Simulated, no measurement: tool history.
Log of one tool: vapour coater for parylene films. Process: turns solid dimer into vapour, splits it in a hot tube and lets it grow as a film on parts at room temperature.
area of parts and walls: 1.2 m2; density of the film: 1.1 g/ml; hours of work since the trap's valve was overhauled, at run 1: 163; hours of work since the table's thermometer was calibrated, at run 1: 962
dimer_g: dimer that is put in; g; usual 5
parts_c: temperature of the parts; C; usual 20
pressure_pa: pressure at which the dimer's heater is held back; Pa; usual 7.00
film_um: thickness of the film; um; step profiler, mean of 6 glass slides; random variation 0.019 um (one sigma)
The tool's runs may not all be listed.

| run | hour | dimer_g | parts_c | pressure_pa | hours of work since the trap's valve was overhauled | hours of work since the table's thermometer was calibrated | film_um |
|---|---|---|---|---|---|---|---|
| 1 | 0.0 | 5 | 20 | 7.00 | 163 | 962 | 2.12 |
| 2 | 54.1 | 5 | 20 | 7.00 | 189 | 987 | 2.06 |
| 3 | 106.8 | 5 | 30 | 7.00 | 213 | 1012 | 1.28 |
| 4 | 173.7 | 5 | 30 | 7.00 | 245 | 1043 | 1.28 |
| 5 | 246.0 | 5 | 29 | 7.00 | 279 | 1077 | 1.33 |
| 6 | 319.4 | 5 | 29 | 7.00 | 313 | 1111 | 1.32 |
| 7 | 386.4 | 5 | 29 | 7.00 | 345 | 1143 | 1.29 |
| 8 | 435.8 | 5 | 20 | 7.00 | 368 | 1166 | 1.97 |
| 9 | 496.1 | 5 | 20 | 7.00 | 396 | 1194 | 1.95 |
| 10 | 571.0 | 5 | 20 | 7.00 | 431 | 1230 | 1.93 |
|  | 618.1 | trap's valve overhauled |
| 11 | 641.7 | 5 | 20 | 7.00 | 11 | 1261 | 2.27 |
| 12 | 688.6 | 5 | 20 | 2.28 | 33 | 1283 | 2.57 |
| 13 | 724.4 | 5 | 20 | 2.28 | 50 | 1300 | 2.54 |
| 14 | 797.9 | 5 | 20 | 7.00 | 84 | 1334 | 2.18 |
| 15 | 873.4 | 3 | 20 | 7.00 | 120 | 1370 | 1.30 |
| 16 | 929.1 | 5 | 20 | 7.00 | 146 | 1396 | 2.13 |
| 17 | 1000.0 | 5 | 20 | 7.00 | 179 | 1429 | 2.16 |
| 18 | 1044.9 | 5 | 20 | 7.00 | 200 | 1450 | 2.09 |
| 19 | 1087.9 | 5 | 20 | 8.86 | 221 | 1470 | 2.05 |
| 20 | 1168.5 | 5 | 20 | 7.00 | 258 | 1508 | 2.04 |
| 21 | 1210.9 | 5 | 20 | 7.00 | 278 | 1528 | 2.04 |
| 22 | 1293.9 | 7 | 29 | 3.35 | 317 | 1567 | 2.02 |
| 23 | 1358.5 | 5 | 32 | 7.00 | 348 | 1597 | 1.14 |
| 24 | 1428.0 | 6 | 27 | 6.74 | 380 | 1630 | 1.70 |
| 25 | 1503.4 | 5 | 14 | 3.77 | 416 | 1665 | 2.82 |
| 26 | 1562.7 | 5 | 14 | 3.77 | 444 | 1693 | 2.78 |
|  | 1588.5 | trap's valve overhauled |
| 27 | 1648.3 | 5 | 14 | 3.77 | 28 | 1732 | 3.22 |
| 28 | 1700.0 | 5 | 14 | 3.77 | 52 | 1756 | 3.19 |
| 29 | 1781.5 | 5 | 14 | 5.30 | 91 | 1794 | 3.02 |
| 30 | 1834.4 | 5 | 20 | 2.01 | 115 | 1819 | 2.52 |
| 31 | 1876.8 | 5 | 19 | 7.00 | 135 | 1839 | 2.27 |
| 32 | 1916.3 | 7 | 19 | 3.62 | 154 | 1857 | 3.40 |
| 33 | 1979.4 | 7 | 19 | 3.62 | 184 | 1887 | 3.41 |
| 34 | 2015.0 | 5 | 15 | 7.00 | 200 | 1904 | 2.70 |
| 35 | 2095.5 | 6 | 32 | 11.93 | 238 | 1942 | 1.36 |
| 36 | 2142.2 | 5 | 22 | 5.81 | 260 | 1964 | 1.93 |
| 37 | 2198.0 | 5 | 16 | 9.72 | 286 | 1990 | 2.39 |
| 38 | 2244.8 | 7 | 21 | 7.00 | 308 | 2012 | 2.74 |
| 39 | 2310.6 | 5 | 19 | 8.76 | 339 | 2043 | 2.03 |
|  | 2321.1 | table's thermometer calibrated |
| 40 | 2351.6 | 5 | 15 | 2.13 | 358 | 14 | 2.80 |
| 41 | 2420.2 | 8 | 19 | 8.56 | 390 | 47 | 3.11 |

Forecast each of these 4 alternatives for the next run:
| A | 2501.9 | 3 | 31 | 3.05 | 428 | 85 | ? |
| B | 2501.9 | 5 | 20 | 6.61 | 428 | 85 | ? |
| C | 2501.9 | 7 | 26 | 8.56 | 428 | 85 | ? |
| D | 2501.9 | 8 | 17 | 2.72 | 428 | 85 | ? |

| run | film_um |
|---|---|
| A | 0.75 |
| B | 1.91 |
| C | 1.94 |
| D | 3.86 |
Without the tool's hidden state the same runs would have given:
| run | film_um |
|---|---|
| A | 0.89 |
| B | 2.24 |
| C | 2.28 |
| D | 4.55 |
